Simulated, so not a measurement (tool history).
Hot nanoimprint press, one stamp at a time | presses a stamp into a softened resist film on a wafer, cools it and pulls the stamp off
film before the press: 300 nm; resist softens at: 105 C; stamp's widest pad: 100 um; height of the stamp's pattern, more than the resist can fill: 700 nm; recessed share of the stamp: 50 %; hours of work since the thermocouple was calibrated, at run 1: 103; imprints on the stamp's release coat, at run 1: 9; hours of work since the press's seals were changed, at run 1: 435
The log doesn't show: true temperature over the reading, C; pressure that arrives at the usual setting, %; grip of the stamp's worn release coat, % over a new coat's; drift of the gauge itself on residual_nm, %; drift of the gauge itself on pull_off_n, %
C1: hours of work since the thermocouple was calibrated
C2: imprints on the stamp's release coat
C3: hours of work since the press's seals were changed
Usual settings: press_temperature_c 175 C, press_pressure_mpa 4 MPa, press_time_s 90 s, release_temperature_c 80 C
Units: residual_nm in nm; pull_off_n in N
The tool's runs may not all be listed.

run 1 hour=0 | press_temperature_c=175 press_pressure_mpa=4 press_time_s=90 release_temperature_c=80 | C1=103 C2=9 C3=435 | residual_nm=148.3 pull_off_n=136
run 2 hour=11.4 | press_temperature_c=175 press_pressure_mpa=4 press_time_s=90 release_temperature_c=80 | C1=109 C2=28 C3=441 | residual_nm=146.8 pull_off_n=138
run 3 hour=23.8 | press_temperature_c=175 press_pressure_mpa=4 press_time_s=90 release_temperature_c=80 | C1=116 C2=47 C3=447 | residual_nm=147.9 pull_off_n=138
run 4 hour=43.1 | press_temperature_c=173 press_pressure_mpa=4 press_time_s=90 release_temperature_c=80 | C1=126 C2=78 C3=457 | residual_nm=159.6 pull_off_n=139
run 5 hour=57.1 | press_temperature_c=175 press_pressure_mpa=4 press_time_s=90 release_temperature_c=80 | C1=133 C2=101 C3=464 | residual_nm=146.6 pull_off_n=140
run 6 hour=74.4 | press_temperature_c=175 press_pressure_mpa=4 press_time_s=90 release_temperature_c=80 | C1=142 C2=128 C3=473 | residual_nm=146.3 pull_off_n=140
run 7 hour=84.2 | press_temperature_c=175 press_pressure_mpa=4 press_time_s=90 release_temperature_c=80 | C1=147 C2=144 C3=478 | residual_nm=146.7 pull_off_n=140
run 8 hour=104.8 | press_temperature_c=175 press_pressure_mpa=4 press_time_s=90 release_temperature_c=80 | C1=157 C2=177 C3=489 | residual_nm=145.1 pull_off_n=139
run 9 hour=122.9 | press_temperature_c=175 press_pressure_mpa=4 press_time_s=90 release_temperature_c=80 | C1=167 C2=206 C3=498 | residual_nm=146.7 pull_off_n=139
run 10 hour=144.4 | press_temperature_c=175 press_pressure_mpa=4 press_time_s=90 release_temperature_c=80 | C1=178 C2=241 C3=509 | residual_nm=145.8 pull_off_n=140
run 11 hour=155.7 | press_temperature_c=175 press_pressure_mpa=4 press_time_s=90 release_temperature_c=80 | C1=184 C2=259 C3=515 | residual_nm=146 pull_off_n=139
run 12 hour=168.1 | press_temperature_c=184 press_pressure_mpa=3.53 press_time_s=61 release_temperature_c=86 | C1=190 C2=279 C3=522 | residual_nm=120 pull_off_n=130
run 13 hour=178.7 | press_temperature_c=175 press_pressure_mpa=3.29 press_time_s=161 release_temperature_c=74 | C1=195 C2=296 C3=527 | residual_nm=131.4 pull_off_n=152
run 14 hour=193.3 | press_temperature_c=175 press_pressure_mpa=5.97 press_time_s=161 release_temperature_c=68 | C1=203 C2=319 C3=534 | residual_nm=96 pull_off_n=166
run 15 hour=208.4 | press_temperature_c=175 press_pressure_mpa=5.97 press_time_s=95 release_temperature_c=72 | C1=211 C2=343 C3=542 | residual_nm=116.6 pull_off_n=158
run 16 hour=220.9 | press_temperature_c=173 press_pressure_mpa=5.97 press_time_s=95 release_temperature_c=72 | C1=217 C2=363 C3=549 | residual_nm=128.6 pull_off_n=156
run 17 hour=242.6 | press_temperature_c=165 press_pressure_mpa=4 press_time_s=134 release_temperature_c=80 | C1=228 C2=398 C3=560 | residual_nm=196.4 pull_off_n=144

Measured less the same run without the tool's hidden state. The same run-to-run variation is in both; the gauge's scatter may not be:
run=1 residual_nm=-0.3 pull_off_n=-1
run=2 residual_nm=-0.4 pull_off_n=-1
run=3 residual_nm=-0.4 pull_off_n=+0
run=4 residual_nm=-0.8 pull_off_n=+1
run=5 residual_nm=-0.7 pull_off_n=+1
run=6 residual_nm=-0.9 pull_off_n=+1
run=7 residual_nm=-1 pull_off_n=+1
run=8 residual_nm=-1.2 pull_off_n=+2
run=9 residual_nm=-1.3 pull_off_n=+2
run=10 residual_nm=-1.5 pull_off_n=+2
run=11 residual_nm=-1.6 pull_off_n=+3
run=12 residual_nm=-1.3 pull_off_n=+3
run=13 residual_nm=-2.1 pull_off_n=+4
run=14 residual_nm=-0.5 pull_off_n=+5
run=15 residual_nm=-0.6 pull_off_n=+4
run=16 residual_nm=-0.9 pull_off_n=+4
run=17 residual_nm=-3.3 pull_off_n=+5
